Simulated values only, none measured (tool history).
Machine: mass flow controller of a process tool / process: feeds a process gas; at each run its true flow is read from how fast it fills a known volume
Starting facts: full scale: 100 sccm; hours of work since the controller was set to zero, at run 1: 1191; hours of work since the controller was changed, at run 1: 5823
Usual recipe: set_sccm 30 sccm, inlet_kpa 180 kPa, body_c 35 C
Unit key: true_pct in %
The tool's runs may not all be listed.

run      day  set_sccm  inlet_kpa  body_c  hours of work since the controller was set to zero  hours of work since the controller was changed  true_pct
  1    0.000        30        180      35                                                1191                                            5823     97.54
  2   13.154        30        180      35                                                1310                                            5941     97.45
  3   35.162        42        180      35                                                1507                                            6138     97.90
  4   54.833        42        180      35                                                1684                                            6315     97.59
  5   65.538        30        180      35                                                1780                                            6411     97.25
  6   87.338        30        180      40                                                1976                                            6607     96.79
  7  105.025        30        180      40                                                2134                                            6766     96.74
  8  125.588        30        180      40                                                2319                                            6950     96.50
  9  145.262        30        180      40                                                2496                                            7127     96.44
 10  156.442        30        180      31                                                2596                                            7227     97.07
 11  167.417        30        180      35                                                2694                                            7326     96.65
 12  183.779        30        180      35                                                2841                                            7473     96.59
 13  196.408        30        180      35                                                2955                                            7586     96.49
 14  214.417        30        149      35                                                3116                                            7748     96.26
 15  231.488        30        180      35                                                3270                                            7901     96.46
 16  242.350        30        180      35                                                3367                                            7999     96.46
 17  264.200        30        180      35                                                3563                                            8195     96.38
 18  282.346        30        180      35                                                3726                                            8358     96.29
 19  299.950        30        180      35                                                3884                                            8516     96.07
 20  314.662        30        180      35                                                4016                                            8648     95.93
 21  325.908        30        180      35                                                4117                                            8749     95.83
 22  336.108        30        180      35                                                4209                                            8840     95.88
 23  353.838        30        180      35                                                4368                                            8999     95.89
 24  372.525        30        180      35                                                4536                                            9167     95.60
     379.271  -- controller's zero set anew
 25  387.812        30        176      31                                                  77                                            9304     95.88
 26  402.796        82        176      33                                                 211                                            9439     96.79
 27  422.333        82        176      33                                                 387                                            9614     96.88
 28  432.662        86        249      28                                                 479                                            9707     97.35
 29  443.038        32        180      29                                                 572                                            9800     95.83
 30  456.833        16        180      32                                                 696                                            9924     95.05
 31  467.104        16        180      32                                                 789                                           10016     94.98
 32  485.279        11        210      35                                                 952                                           10179     94.64
 33  502.546        11        210      35                                                1107                                           10334     94.70
 34  522.475        12        210      35                                                1286                                           10513     94.57
 35  539.196        20        202      32                                                1436                                           10663     94.76
     553.821  -- controller exchanged for a calibrated one
 36  556.696        30        280      30                                                  26                                              26     95.41
     571.067  -- gauge calibrated
 37  579.862        30        280      30                                                 234                                             234     98.23
 38  595.962        30        280      30                                                 378                                             378     98.08
 39  607.704        30        280      30                                                 484                                             484     98.01
 40  623.221        30        280      30                                                 623                                             623     98.03
 41  634.458        17        149      21                                                 724                                             724     97.71
 42  646.175        16        278      21                                                 829                                             829     98.02
 43  659.500        19        269      24                                                 949                                             949     97.90
 44  677.233        39        234      24                                                1108                                            1108     98.04
 45  696.250        39        234      24                                                1279                                            1279     98.00
 46  710.758        39        234      24                                                1409                                            1409     97.95
 47  728.542        39        180      31                                                1569                                            1569     97.28

Below are 3 alternative next runs, each starting from the tool's condition after run 47. Predict each:
  A  751.333        25        180      35                                                1773                                            1773         ?
  B  751.333        39        180      27                                                1773                                            1773         ?
  C  751.333        77        142      28                                                1773                                            1773         ?

run  true_pct
  A     96.60
  B     97.45
  C     98.13
Had the tool no hidden state, the same runs would have come out as:
run  true_pct
  A     97.50
  B     98.36
  C     99.06
